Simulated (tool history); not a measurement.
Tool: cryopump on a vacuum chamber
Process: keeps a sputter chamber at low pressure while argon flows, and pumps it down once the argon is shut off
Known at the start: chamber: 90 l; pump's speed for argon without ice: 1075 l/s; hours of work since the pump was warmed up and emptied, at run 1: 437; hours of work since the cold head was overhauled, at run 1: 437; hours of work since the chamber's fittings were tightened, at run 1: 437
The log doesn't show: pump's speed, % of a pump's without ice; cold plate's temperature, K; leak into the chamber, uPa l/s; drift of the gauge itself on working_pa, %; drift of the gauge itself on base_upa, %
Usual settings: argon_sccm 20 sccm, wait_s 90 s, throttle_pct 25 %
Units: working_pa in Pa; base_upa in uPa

run	hour	argon_sccm	wait_s	throttle_pct	hours of work since the pump was warmed up and emptied	hours of work since the cold head was overhauled	hours of work since the chamber's fittings were tightened	working_pa	base_upa
1	0.0	20	90	25	437	437	437	0.1359	1.78
# hour 63.2: pump warmed up, emptied and cooled again
2	97.6	20	90	25	25	505	505	0.1244	1.65
3	209.4	20	90	17	107	587	587	0.1888	1.77
4	320.3	20	90	17	189	669	669	0.1880	1.81
5	436.1	20	90	17	274	754	754	0.1903	1.80
6	498.3	20	90	25	319	799	799	0.1321	1.78
7	573.6	20	90	25	375	855	855	0.1330	1.83
8	691.7	15	90	25	461	941	941	0.1011	1.92
# hour 720.9: pump warmed up, emptied and cooled again
9	766.3	15	90	25	33	992	992	0.0943	1.71
10	828.4	15	114	25	79	1038	1038	0.0953	1.51
11	901.0	15	114	25	132	1091	1091	0.0975	1.57
12	957.0	15	114	25	173	1132	1132	0.0965	1.56
13	1058.5	15	114	25	248	1207	1207	0.0975	1.61
14	1125.4	15	114	25	297	1256	1256	0.0986	1.70
15	1222.6	23	90	44	368	1327	1327	0.0917	1.98
16	1280.4	11	90	44	411	1370	1370	0.0440	1.98
# hour 1379.4: pump warmed up, emptied and cooled again
17	1394.0	10	155	25	11	1449	1449	0.0617	1.35
18	1510.9	20	27	25	97	1535	1535	0.1279	4.92
19	1606.9	18	181	36	167	1606	1606	0.0808	1.33
20	1719.4	18	181	36	250	1688	1688	0.0831	1.37
21	1819.1	18	181	36	323	1761	1761	0.0840	1.42
22	1906.0	21	130	26	386	1825	1825	0.1363	1.78
23	1998.3	21	130	26	454	1893	1893	0.1377	1.70

The same runs without the tool's hidden state, with the same run-to-run variation:
run	working_pa	base_upa
1	0.1259	1.55
2	0.1239	1.52
3	0.1868	1.60
4	0.1846	1.60
5	0.1852	1.55
6	0.1259	1.50
7	0.1255	1.52
8	0.0937	1.54
9	0.0937	1.47
10	0.0941	1.25
11	0.0955	1.27
12	0.0938	1.25
13	0.0937	1.24
14	0.0939	1.30
15	0.0824	1.54
16	0.0390	1.51
17	0.0614	1.02
18	0.1258	4.53
19	0.0776	0.90
20	0.0783	0.89
21	0.0778	0.90
22	0.1274	1.18
23	0.1268	1.08

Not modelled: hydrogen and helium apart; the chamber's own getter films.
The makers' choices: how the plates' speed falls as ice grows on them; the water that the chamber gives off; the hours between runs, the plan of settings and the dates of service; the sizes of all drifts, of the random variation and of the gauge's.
